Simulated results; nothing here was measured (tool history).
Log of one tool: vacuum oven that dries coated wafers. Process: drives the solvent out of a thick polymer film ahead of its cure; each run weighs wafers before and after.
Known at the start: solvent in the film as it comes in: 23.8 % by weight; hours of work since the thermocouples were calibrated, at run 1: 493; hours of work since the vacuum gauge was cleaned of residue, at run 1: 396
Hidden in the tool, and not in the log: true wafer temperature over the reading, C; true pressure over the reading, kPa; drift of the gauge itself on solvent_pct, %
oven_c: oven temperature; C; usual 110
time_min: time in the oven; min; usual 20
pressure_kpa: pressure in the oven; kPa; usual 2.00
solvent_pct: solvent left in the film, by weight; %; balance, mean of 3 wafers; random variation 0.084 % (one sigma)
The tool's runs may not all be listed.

run	day	oven_c	time_min	pressure_kpa	hours of work since the thermocouples were calibrated	hours of work since the vacuum gauge was cleaned of residue	solvent_pct
1	0.000	110	20	2.00	493	396	7.15
2	0.817	110	20	2.00	502	405	7.18
3	1.308	110	20	2.00	508	411	7.33
4	1.708	114	20	2.00	512	415	5.65
5	2.479	110	20	2.00	521	424	7.29
6	2.917	110	20	2.00	526	429	7.23
7	3.600	123	18	2.47	534	437	3.45

Forecast run 8:
8	4.433	123	18	2.47	543	446	?

solvent_pct: 3.41 %
Without the tool's hidden state the same run would have given solvent_pct 3.09 %.
